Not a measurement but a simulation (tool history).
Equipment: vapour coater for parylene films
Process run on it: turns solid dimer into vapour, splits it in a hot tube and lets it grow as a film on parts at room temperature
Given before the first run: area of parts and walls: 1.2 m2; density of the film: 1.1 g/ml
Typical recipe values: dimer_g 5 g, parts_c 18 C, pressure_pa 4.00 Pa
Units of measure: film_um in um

run   hour  dimer_g  parts_c  pressure_pa  film_um
  1    0.0        5       18         4.00     2.83
  2   13.1        7       18         4.00     3.93
  3   24.1        7       18         4.00     3.95
  4   42.8        3       18         4.00     1.70
  5   52.1        3       18         4.00     1.69
  6   61.4        3       18         4.00     1.69
  7   79.3        3       18         4.00     1.70
  8   98.7        5       18         2.56     3.01
  9  107.9        6       20         4.00     3.30
     120.3  -- trap's valve overhauled
 10  123.7        5       18         5.59     2.72
 11  142.1        5       16         4.00     2.96
 12  154.1        4       18         6.60     2.12
 13  171.8        4       18         6.60     2.16
 14  187.7        4       18         6.60     2.17

For run 15, what comes out?
 15  204.6        4       18         6.60        ?

film_um: 2.17 um
Had the tool carried no hidden state, the very same run would have given film_um 2.13 um.
